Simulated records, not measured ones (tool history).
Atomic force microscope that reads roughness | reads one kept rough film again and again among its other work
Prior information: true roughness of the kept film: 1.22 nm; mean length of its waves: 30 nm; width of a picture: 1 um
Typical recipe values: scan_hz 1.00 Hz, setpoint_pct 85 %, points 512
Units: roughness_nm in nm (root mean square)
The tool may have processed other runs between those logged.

run,hour,scan_hz,setpoint_pct,points,roughness_nm
1,0.0,1.00,85,512,0.981
# hour 14.3: new tip fitted
2,20.5,1.00,85,512,1.038
3,44.1,1.00,85,512,1.035
4,83.3,1.00,85,512,1.024
5,106.7,1.00,85,512,1.022
6,154.4,1.00,85,512,1.002
# hour 159.1: height scale calibrated on a step standard
7,189.9,1.00,85,512,0.983
8,223.6,1.00,85,512,0.990
# hour 243.2: new tip fitted
9,267.1,1.75,85,314,0.941
# hour 279.8: height scale calibrated on a step standard, once more
10,291.2,0.68,85,512,1.078
11,312.6,0.84,55,723,1.146
12,335.4,3.73,71,438,0.945
13,373.4,3.73,71,438,0.930
14,416.9,1.88,86,440,0.897
15,441.7,1.00,85,280,0.986
# hour 471.0: new tip fitted
16,489.6,1.00,85,280,1.036

Per-run results on a tool with no hidden state, each run keeping its own random variation:
Unlogged tool condition in this case: radius of the tip, nm; height scale over the true one, %; drift of the gauge itself on roughness_nm, %.
run,roughness_nm
1,1.047
2,1.046
3,1.051
4,1.051
5,1.056
6,1.050
7,1.044
8,1.060
9,0.958
10,1.093
11,1.168
12,0.969
13,0.963
14,0.941
15,1.041
16,1.045
